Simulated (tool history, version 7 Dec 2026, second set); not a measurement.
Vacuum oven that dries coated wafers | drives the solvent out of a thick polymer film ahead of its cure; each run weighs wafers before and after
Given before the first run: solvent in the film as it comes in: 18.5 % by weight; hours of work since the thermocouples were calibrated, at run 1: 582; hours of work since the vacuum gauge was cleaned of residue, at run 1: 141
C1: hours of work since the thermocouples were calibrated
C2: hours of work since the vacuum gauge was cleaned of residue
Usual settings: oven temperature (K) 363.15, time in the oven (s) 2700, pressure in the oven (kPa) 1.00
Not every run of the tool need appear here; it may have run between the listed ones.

Run 1, day 0.000: usual settings; C1 582; C2 141. Result: solvent left in the film (%) 1.33.
At day 2.729: oven's thermocouples calibrated.
Run 2, day 4.092: usual settings but pressure in the oven (kPa) 1.11; C1 17; C2 191. Result: solvent left in the film (%) 1.52.
Run 3, day 8.496: usual settings but oven temperature (K) 356.15, pressure in the oven (kPa) 1.11; C1 71; C2 245. Result: solvent left in the film (%) 2.61.
Run 4, day 10.746: usual settings but oven temperature (K) 356.15, pressure in the oven (kPa) 1.11; C1 99; C2 273. Result: solvent left in the film (%) 2.68.
Run 5, day 12.621: usual settings; C1 123; C2 296. Result: solvent left in the film (%) 1.55.
Run 6, day 14.975: usual settings; C1 152; C2 326. Result: solvent left in the film (%) 1.50.
At day 19.429: oven's thermocouples calibrated, once more.
Run 7, day 19.446: usual settings; C1 0; C2 380. Result: solvent left in the film (%) 1.26.
Run 8, day 22.475: usual settings but pressure in the oven (kPa) 2.41; C1 38; C2 417. Result: solvent left in the film (%) 2.38.
Run 9, day 25.338: usual settings but time in the oven (s) 3300, pressure in the oven (kPa) 2.41; C1 73; C2 453. Result: solvent left in the film (%) 2.10.
Run 10, day 29.042: usual settings but oven temperature (K) 366.15, time in the oven (s) 2400, pressure in the oven (kPa) 1.10; C1 119; C2 499. Result: solvent left in the film (%) 1.21.
Run 11, day 31.258: usual settings but oven temperature (K) 356.15, time in the oven (s) 2520, pressure in the oven (kPa) 3.44; C1 147; C2 526. Result: solvent left in the film (%) 4.75.
Run 12, day 34.729: usual settings but oven temperature (K) 377.15, time in the oven (s) 4560, pressure in the oven (kPa) 1.96; C1 190; C2 569. Result: solvent left in the film (%) 0.94.
Run 13, day 39.108: usual settings but oven temperature (K) 370.15, time in the oven (s) 3120, pressure in the oven (kPa) 0.92; C1 244; C2 624. Result: solvent left in the film (%) 0.79.
Run 14, day 42.075: usual settings but oven temperature (K) 370.15, time in the oven (s) 3120, pressure in the oven (kPa) 0.92; C1 281; C2 660. Result: solvent left in the film (%) 0.70.
Run 15, day 45.742: usual settings but oven temperature (K) 369.15, time in the oven (s) 2460, pressure in the oven (kPa) 1.06; C1 326; C2 706. Result: solvent left in the film (%) 1.08.
Run 16, day 47.688: usual settings but oven temperature (K) 377.15, time in the oven (s) 3480, pressure in the oven (kPa) 0.78; C1 350; C2 730. Result: solvent left in the film (%) 0.40.

Run 17 is up next; what results do you expect?
Run 17, day 51.154: usual settings but oven temperature (K) 377.15, time in the oven (s) 1380, pressure in the oven (kPa) 1.11; C1 393; C2 773. Result: solvent left in the film (%) ?.

{"run 17": {"solvent left in the film (%)": 1.35}}
Minus the tool's unlogged condition, the same run would have read solvent left in the film (%) 1.15.
